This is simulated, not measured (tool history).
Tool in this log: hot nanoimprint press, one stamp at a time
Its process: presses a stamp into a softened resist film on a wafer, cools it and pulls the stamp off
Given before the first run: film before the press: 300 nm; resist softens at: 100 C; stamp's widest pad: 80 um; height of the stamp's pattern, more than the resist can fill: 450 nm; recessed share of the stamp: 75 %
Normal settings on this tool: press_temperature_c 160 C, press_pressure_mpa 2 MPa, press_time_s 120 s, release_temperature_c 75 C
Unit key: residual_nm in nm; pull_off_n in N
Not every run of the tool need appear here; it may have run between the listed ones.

run    hour  press_temperature_c  press_pressure_mpa  press_time_s  release_temperature_c  residual_nm  pull_off_n
  1       0                  160                   2           120                     75        175.6         199
  2    52.7                  160                   2           120                     75        174.9         208
  3     116                  160                   2           120                     75        175.6         209
  4   181.5                  160                   2           120                     75        174.4         207
  5   277.2                  160                   2           120                     83        174.6         158
  6   365.6                  160                   2           120                     83          175         160
  7   411.3                  151                   2           120                     75        223.8         206
  8     491                  151                   2           120                     75        223.9         200
  9   552.8                  151                   2           120                     75        223.6         206
      626.7  -- stamp cleaned and given a new release coat
 10     636                  160                1.95           120                     75        175.9         201
        645  -- plate thermocouple calibrated
 11   680.3                  160                1.95           120                     75        174.8         204
 12   726.4                  160                1.95           120                     75        174.4         211
 13   793.2                  160                1.95           120                     75        174.9         215
 14   832.9                  160                1.95           120                     75        174.3         204
 15   877.3                  160                   2           120                     75        173.1         200
 16   964.1                  166                2.49            70                     76        159.1         196
 17  1040.5                  152                1.63            70                     76        248.6         202
 18  1084.2                  165                1.84            70                     76        181.6         206
 19  1170.2                  149                2.18            81                     77        244.4         193
 20  1256.3                  149                2.18            81                     77        243.5         191

Run 21 comes next. What will it give?
     1313.2  -- stamp cleaned and given a new release coat
 21  1338.5                  150                2.58            85                     62            ?           ?

Run 21 gave residual_nm 228.4 nm, pull_off_n 281 N.
With no hidden state in the tool, this same run would have given residual_nm 233.3 nm, pull_off_n 281 N.

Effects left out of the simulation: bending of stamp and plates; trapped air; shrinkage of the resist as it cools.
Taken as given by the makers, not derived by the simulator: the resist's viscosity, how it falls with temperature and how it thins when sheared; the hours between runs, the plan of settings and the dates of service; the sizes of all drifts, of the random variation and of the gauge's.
